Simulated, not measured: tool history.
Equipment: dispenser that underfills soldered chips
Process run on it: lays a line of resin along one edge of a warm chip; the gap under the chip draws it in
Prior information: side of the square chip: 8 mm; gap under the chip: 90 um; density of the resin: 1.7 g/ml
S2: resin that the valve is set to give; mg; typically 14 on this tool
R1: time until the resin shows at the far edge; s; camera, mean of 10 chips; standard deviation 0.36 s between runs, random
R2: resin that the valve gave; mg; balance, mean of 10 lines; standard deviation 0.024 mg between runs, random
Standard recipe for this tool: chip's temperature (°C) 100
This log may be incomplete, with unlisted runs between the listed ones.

{"run": 1, "hour": 0.0, "chip's temperature (°C)": 100, "S2": 14, "R1": 23.7, "R2": 13.95}
{"run": 2, "hour": 7.1, "chip's temperature (°C)": 100, "S2": 14, "R1": 35.8, "R2": 13.94}
{"hour": 7.7, "done": "new syringe of resin"}
{"run": 3, "hour": 12.2, "chip's temperature (°C)": 100, "S2": 13.5, "R1": 26, "R2": 13.41}
{"hour": 18.6, "done": "new syringe of resin"}
{"run": 4, "hour": 18.6, "chip's temperature (°C)": 100, "S2": 13.5, "R1": 19.2, "R2": 13.34}
{"run": 5, "hour": 24.4, "chip's temperature (°C)": 100, "S2": 13.5, "R1": 27.7, "R2": 13.36}
{"hour": 29.0, "done": "new syringe of resin"}
{"run": 6, "hour": 30.7, "chip's temperature (°C)": 100, "S2": 13.5, "R1": 22, "R2": 13.31}
{"run": 7, "hour": 38.1, "chip's temperature (°C)": 100, "S2": 13.5, "R1": 34.5, "R2": 13.27}
{"hour": 40.0, "done": "new syringe of resin"}
{"run": 8, "hour": 44.2, "chip's temperature (°C)": 100, "S2": 14, "R1": 25.6, "R2": 13.74}
{"run": 9, "hour": 49.4, "chip's temperature (°C)": 100, "S2": 14, "R1": 35.2, "R2": 13.67}
{"hour": 51.0, "done": "new syringe of resin"}
{"hour": 52.5, "done": "dispensing valve cleaned and set on the balance"}
{"run": 10, "hour": 57.2, "chip's temperature (°C)": 98, "S2": 14, "R1": 28.3, "R2": 13.98}
{"hour": 62.7, "done": "new syringe of resin"}
{"run": 11, "hour": 63.5, "chip's temperature (°C)": 98, "S2": 14, "R1": 22.1, "R2": 13.94}
{"run": 12, "hour": 70.6, "chip's temperature (°C)": 98, "S2": 14, "R1": 33.7, "R2": 13.93}
{"hour": 73.3, "done": "new syringe of resin"}
{"run": 13, "hour": 77.2, "chip's temperature (°C)": 100, "S2": 14, "R1": 24.5, "R2": 13.89}
{"hour": 84.1, "done": "new syringe of resin"}
{"run": 14, "hour": 84.9, "chip's temperature (°C)": 100, "S2": 14, "R1": 20.3, "R2": 13.82}
{"run": 15, "hour": 90.1, "chip's temperature (°C)": 100, "S2": 14, "R1": 28.2, "R2": 13.77}
{"hour": 94.6, "done": "new syringe of resin"}
{"run": 16, "hour": 95.0, "chip's temperature (°C)": 100, "S2": 14, "R1": 19.9, "R2": 13.83}
{"run": 17, "hour": 101.7, "chip's temperature (°C)": 100, "S2": 14, "R1": 30.4, "R2": 13.79}
{"hour": 105.5, "done": "new syringe of resin"}
{"run": 18, "hour": 108.8, "chip's temperature (°C)": 100, "S2": 14, "R1": 23.9, "R2": 13.73}
{"run": 19, "hour": 112.7, "chip's temperature (°C)": 106, "S2": 13.4, "R1": 26.9, "R2": 13.13}
{"hour": 115.5, "done": "dispensing valve cleaned and set on the balance"}
{"hour": 117.0, "done": "new syringe of resin"}
{"run": 20, "hour": 120.5, "chip's temperature (°C)": 106, "S2": 13.4, "R1": 20.8, "R2": 13.4}
{"run": 21, "hour": 126.5, "chip's temperature (°C)": 100, "S2": 14.1, "R1": 34.4, "R2": 14.06}
{"hour": 127.8, "done": "new syringe of resin"}
{"run": 22, "hour": 133.3, "chip's temperature (°C)": 86, "S2": 15.2, "R1": 39.9, "R2": 15.12}
{"hour": 138.9, "done": "new syringe of resin"}
{"run": 23, "hour": 139.2, "chip's temperature (°C)": 114, "S2": 17.5, "R1": 13.6, "R2": 17.41}
{"run": 24, "hour": 147.1, "chip's temperature (°C)": 87, "S2": 15.6, "R1": 45.4, "R2": 15.44}
{"hour": 149.9, "done": "new syringe of resin"}
{"run": 25, "hour": 151.6, "chip's temperature (°C)": 87, "S2": 15.6, "R1": 30.8, "R2": 15.39}
{"run": 26, "hour": 156.5, "chip's temperature (°C)": 100, "S2": 14, "R1": 29.3, "R2": 13.8}
{"hour": 160.5, "done": "new syringe of resin"}
{"run": 27, "hour": 164.2, "chip's temperature (°C)": 93, "S2": 12.7, "R1": 29.9, "R2": 12.48}
{"hour": 171.4, "done": "new syringe of resin"}
{"run": 28, "hour": 171.7, "chip's temperature (°C)": 107, "S2": 15.5, "R1": 16.7, "R2": 15.2}
{"hour": 178.5, "done": "dispensing valve cleaned and set on the balance"}
{"run": 29, "hour": 178.5, "chip's temperature (°C)": 91, "S2": 14, "R1": 36.7, "R2": 13.97}
{"hour": 183.1, "done": "new syringe of resin"}
{"run": 30, "hour": 184.1, "chip's temperature (°C)": 99, "S2": 13.4, "R1": 20.6, "R2": 13.37}
{"run": 31, "hour": 190.8, "chip's temperature (°C)": 97, "S2": 17.6, "R1": 33.4, "R2": 17.57}
{"hour": 194.0, "done": "new syringe of resin"}
{"run": 32, "hour": 195.7, "chip's temperature (°C)": 97, "S2": 17.6, "R1": 23.3, "R2": 17.48}
{"run": 33, "hour": 201.4, "chip's temperature (°C)": 105, "S2": 15.2, "R1": 26.6, "R2": 15.11}
{"hour": 204.6, "done": "new syringe of resin"}
{"run": 34, "hour": 209.1, "chip's temperature (°C)": 96, "S2": 13.9, "R1": 28.2, "R2": 13.71}
{"hour": 215.5, "done": "new syringe of resin"}
{"run": 35, "hour": 215.8, "chip's temperature (°C)": 96, "S2": 13.9, "R1": 22.4, "R2": 13.73}

What if the next run were any one of these 3? Each begins from the tool's condition after run 35:
{"run": "A", "hour": 219.5, "chip's temperature (°C)": 105, "S2": 12.4, "R1": "?", "R2": "?"}
{"run": "B", "hour": 219.5, "chip's temperature (°C)": 93, "S2": 14.1, "R1": "?", "R2": "?"}
{"run": "C", "hour": 219.5, "chip's temperature (°C)": 87, "S2": 13.9, "R1": "?", "R2": "?"}

run=A R1=21.7 R2=12.25
run=B R1=29.4 R2=13.89
run=C R1=34.8 R2=13.69
Without the tool's hidden state the same runs would have given:
run=A R1=17.4 R2=12.42
run=B R1=23.9 R2=14.08
run=C R1=28.2 R2=13.89

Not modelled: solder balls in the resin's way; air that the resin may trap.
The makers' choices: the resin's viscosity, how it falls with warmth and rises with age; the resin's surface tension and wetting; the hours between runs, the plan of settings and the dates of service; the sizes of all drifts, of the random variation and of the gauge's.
